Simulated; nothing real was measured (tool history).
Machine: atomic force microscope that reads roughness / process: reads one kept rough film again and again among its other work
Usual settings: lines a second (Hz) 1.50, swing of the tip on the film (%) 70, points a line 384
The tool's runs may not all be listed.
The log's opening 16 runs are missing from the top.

run,hour,lines a second (Hz),swing of the tip on the film (%),points a line,roughness of the kept film (nm (root mean square))
17,464.7,0.96,55,384,3.792
18,481.5,3.22,71,744,3.444
# hour 512.2: new tip fitted
19,514.6,0.96,69,717,3.778
20,536.8,0.55,64,717,3.808
21,566.1,1.61,84,281,3.433
# hour 585.8: new tip fitted
22,589.2,1.61,84,281,3.509
# hour 617.6: height scale calibrated on a step standard, once more
23,623.6,0.63,70,444,3.704
24,642.3,0.63,70,444,3.671
# hour 659.4: new tip fitted
25,668.0,0.53,58,871,3.792
26,705.1,1.50,82,384,3.441
# hour 733.3: new tip fitted
27,741.0,1.50,62,384,3.700
28,758.7,2.72,88,384,3.107
29,787.2,3.46,72,715,3.334
# hour 806.7: new tip fitted
30,822.8,1.54,63,880,3.706
31,859.8,2.36,70,384,3.498
# hour 879.3: new tip fitted
32,893.6,2.36,70,384,3.543

Each row is a separate what-if for the run after 32, all from the same tool condition, not one after another. Results?
A,929.3,1.42,70,683,?
B,929.3,2.36,85,384,?
C,929.3,1.50,61,384,?
D,929.3,2.36,70,863,?
E,929.3,1.13,70,366,?

run,roughness of the kept film (nm (root mean square))
A,3.593
B,3.225
C,3.643
D,3.490
E,3.614
Without the tool's hidden state the same runs would have given:
run,roughness of the kept film (nm (root mean square))
A,3.660
B,3.286
C,3.711
D,3.556
E,3.682
